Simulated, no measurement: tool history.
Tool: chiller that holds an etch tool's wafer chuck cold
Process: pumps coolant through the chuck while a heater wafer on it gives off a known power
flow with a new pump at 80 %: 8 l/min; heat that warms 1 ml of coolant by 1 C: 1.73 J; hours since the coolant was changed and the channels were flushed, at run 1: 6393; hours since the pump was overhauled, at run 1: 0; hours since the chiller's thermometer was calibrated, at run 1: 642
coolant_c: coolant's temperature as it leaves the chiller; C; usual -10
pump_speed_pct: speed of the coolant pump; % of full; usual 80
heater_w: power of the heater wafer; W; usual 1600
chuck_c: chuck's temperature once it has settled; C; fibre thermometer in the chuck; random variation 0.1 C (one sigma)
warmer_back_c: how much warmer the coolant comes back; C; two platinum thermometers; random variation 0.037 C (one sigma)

| run | day | coolant_c | pump_speed_pct | heater_w | hours since the coolant was changed and the channels were flushed | hours since the pump was overhauled | hours since the chiller's thermometer was calibrated | chuck_c | warmer_back_c |
|---|---|---|---|---|---|---|---|---|---|
| 1 | 0.000 | -10 | 80 | 1600 | 6393 | 0 | 642 | 12.2 | 6.85 |
| 2 | 4.096 | -15 | 80 | 1600 | 6491 | 98 | 740 | 7.1 | 6.97 |
|  | 4.967 | coolant changed, channels flushed |
| 3 | 10.879 | -15 | 80 | 1600 | 142 | 255 | 897 | 3.3 | 6.97 |
| 4 | 15.625 | -15 | 80 | 1600 | 256 | 369 | 1011 | 3.4 | 7.00 |
| 5 | 22.375 | -15 | 80 | 1600 | 418 | 531 | 1173 | 3.5 | 7.02 |
| 6 | 28.525 | -15 | 80 | 1600 | 565 | 679 | 1320 | 3.7 | 7.06 |
| 7 | 36.412 | -15 | 80 | 1600 | 755 | 868 | 1510 | 3.9 | 7.17 |
| 8 | 44.342 | -15 | 80 | 1600 | 945 | 1058 | 1700 | 4.1 | 7.13 |
| 9 | 50.512 | -15 | 80 | 1600 | 1093 | 1206 | 1848 | 4.2 | 7.18 |
| 10 | 56.592 | -15 | 80 | 1600 | 1239 | 1352 | 1994 | 4.2 | 7.14 |
| 11 | 60.488 | -10 | 97 | 1868 | 1333 | 1446 | 2088 | 9.1 | 6.82 |

Run 12 comes next. What will it give?
|  | 61.262 | chiller's thermometer calibrated |
| 12 | 68.962 | -10 | 97 | 1868 | 1535 | 1648 | 185 | ? | ? |

Run 12 gave chuck_c 9.3 C, warmer_back_c 6.84 C.
Without the tool's hidden state the same run would have given chuck_c 8.0 C, warmer_back_c 6.53 C.
